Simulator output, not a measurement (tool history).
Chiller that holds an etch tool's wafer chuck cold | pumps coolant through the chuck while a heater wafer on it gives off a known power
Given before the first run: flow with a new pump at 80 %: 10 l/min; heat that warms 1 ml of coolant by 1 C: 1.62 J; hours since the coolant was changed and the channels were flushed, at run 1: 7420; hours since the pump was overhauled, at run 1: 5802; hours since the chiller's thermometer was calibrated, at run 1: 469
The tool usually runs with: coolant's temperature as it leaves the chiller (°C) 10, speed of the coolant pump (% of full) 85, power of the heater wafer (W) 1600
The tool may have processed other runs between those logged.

run	day	coolant's temperature as it leaves the chiller (°C)	speed of the coolant pump (% of full)	power of the heater wafer (W)	hours since the coolant was changed and the channels were flushed	hours since the pump was overhauled	hours since the chiller's thermometer was calibrated	chuck's temperature once it has settled (°C)	how much warmer the coolant comes back (C)
1	0	10	85	1600	7420	5802	469	22.6	5.81
2	4.55	10	85	1600	7529	5912	578	22.7	5.83
3	10.571	10	85	906	7673	6056	723	17.2	3.33
4	13.996	10	85	906	7756	6138	805	17.3	3.34
5	20.983	10	85	906	7923	6306	973	17.1	3.3
6	27.229	10	85	906	8073	6456	1122	17.1	3.32
7	31.158	10	73	1600	8168	6550	1217	24.7	6.96
8	39.312	10	85	1600	8363	6746	1412	22.7	5.89
9	47.338	10	85	1600	8556	6938	1605	22.9	5.88
10	51.15	10	85	1600	8647	7030	1697	23.3	5.91
11	55.121	10	85	1600	8743	7125	1792	23	5.85
12	60.854	10	85	1600	8880	7263	1929	23.2	5.9
13	65.65	10	85	836	8995	7378	2045	17	3.08
14	71.762	10	85	1600	9142	7525	2191	23.3	5.91
15	76.471	10	85	1600	9255	7638	2304	23.1	5.96
# day 79.208: chiller's thermometer calibrated
16	80.962	10	85	1600	9362	7744	42	23.3	5.94
17	85.608	10	85	1600	9473	7856	154	23.3	5.94
18	91.592	18	98	1612	9617	8000	297	29.8	5.17
19	96.975	10	63	953	9746	8129	426	19.9	4.92
20	101.554	10	63	953	9856	8239	536	20.4	4.95
21	105.104	10	63	953	9941	8324	622	20.6	4.94
# day 110.738: coolant changed, channels flushed
22	113.238	1	72	1487	60	8513	811	13.2	6.64
23	117.988	1	72	1487	174	8627	925	13.3	6.67
24	125.158	1	72	1487	346	8799	1097	13.4	6.72
25	128.788	1	72	1487	433	8886	1184	13.3	6.69
26	136.054	13	89	2320	608	9061	1358	29	8.19
27	142.188	17	89	2227	755	9208	1505	32.6	7.93
28	146.075	17	70	866	848	9301	1599	24.5	4.02
29	152.854	17	70	866	1011	9464	1762	24.5	4.03
30	159.642	15	71	895	1174	9627	1924	22.6	4.14
31	163.025	13	85	1326	1255	9708	2006	22.9	5.01
32	169.871	3	85	1600	1419	9872	2170	14.8	6.05
33	175.633	0	92	943	1557	10011	2308	6.5	3.26

For each run, the measured value with the value that run would have given without the tool's hidden condition subtracted. The run-to-run variation is shared by both, the gauge scatter possibly not:
Hidden state present: heat passed by the chuck's channels, % of clean ones'; flow at a given pump speed, % of a new pump's; coolant's true temperature over the reading, C; drift of the gauge itself on chuck_c, C; drift of the gauge itself on warmer_back_c, C.
run	chuck's temperature once it has settled (°C)	how much warmer the coolant comes back (C)
1	+1.8	+0.28
2	+1.9	+0.28
3	+1.1	+0.16
4	+1.1	+0.17
5	+1.2	+0.17
6	+1.1	+0.17
7	+2.4	+0.38
8	+2.1	+0.32
9	+2.2	+0.34
10	+2.3	+0.34
11	+2.3	+0.34
12	+2.3	+0.35
13	+1.3	+0.19
14	+2.4	+0.36
15	+2.4	+0.37
16	+2.4	+0.38
17	+2.5	+0.38
18	+2.3	+0.34
19	+1.9	+0.33
20	+1.9	+0.34
21	+2	+0.34
22	+0.7	+0.46
23	+0.7	+0.48
24	+0.8	+0.48
25	+0.8	+0.49
26	+1.1	+0.62
27	+1.1	+0.6
28	+0.5	+0.31
29	+0.6	+0.31
30	+0.6	+0.33
31	+0.8	+0.41
32	+1	+0.49
33	+0.6	+0.27
